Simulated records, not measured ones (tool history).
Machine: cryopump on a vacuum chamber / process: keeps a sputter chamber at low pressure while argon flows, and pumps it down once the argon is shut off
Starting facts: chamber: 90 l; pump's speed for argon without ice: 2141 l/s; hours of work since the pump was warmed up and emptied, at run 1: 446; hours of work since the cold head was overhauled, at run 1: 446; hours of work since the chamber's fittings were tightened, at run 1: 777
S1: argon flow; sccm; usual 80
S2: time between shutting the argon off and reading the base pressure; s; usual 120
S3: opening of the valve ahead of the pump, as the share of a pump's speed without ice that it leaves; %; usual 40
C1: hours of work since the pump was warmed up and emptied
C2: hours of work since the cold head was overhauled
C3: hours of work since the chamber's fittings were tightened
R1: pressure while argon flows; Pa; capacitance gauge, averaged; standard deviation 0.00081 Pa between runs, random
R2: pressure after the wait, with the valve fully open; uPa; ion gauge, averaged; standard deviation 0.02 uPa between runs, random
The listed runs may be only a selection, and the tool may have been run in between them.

run   hour   S1   S2  S3   C1   C2   C3      R1    R2
  1      0   80  120  40  446  446  777  0.1639  0.68
  2   39.4   80  120  36  464  464  796  0.1835  0.67
  3   73.2  144  120  40  481  481  812  0.2949  0.75
  4  114.7   80  120  20  500  500  831  0.3236  0.75
  5  135.4   80  120  20  510  510  841  0.3226  0.75
  6  156.1   80  120  20  520  520  851   0.321  0.77
  7  175.2   80  141  40  529  529  860   0.166  0.79
  8  206.1   80  141  40  544  544  875  0.1652  0.73
  9  240.4  105  141  40  560  560  891  0.2145  0.74
 10  273.3  105  141  40  575  575  907  0.2159  0.76
 11  314.3  105  141  40  595  595  926  0.2168  0.74
 12  353.5  105  141  40  613  613  945  0.2159  0.76
 13    371  105  141  40  622  622  953  0.2158  0.87
 14    391  105  141  40  631  631  962  0.2185  0.82
 15  426.3  105  141  40  648  648  979  0.2181  0.83
 16  462.1  117  120  21  665  665  996  0.4499  0.83

Forecast run 17:
 17   496  104  59  18  681  681  1012   ?   ?

Run 17 gave R1 0.4666 Pa, R2 0.97 uPa.
If the tool had no hidden condition, the same run with the same run-to-run variation would have returned R1 0.4555 Pa, R2 0.37 uPa.
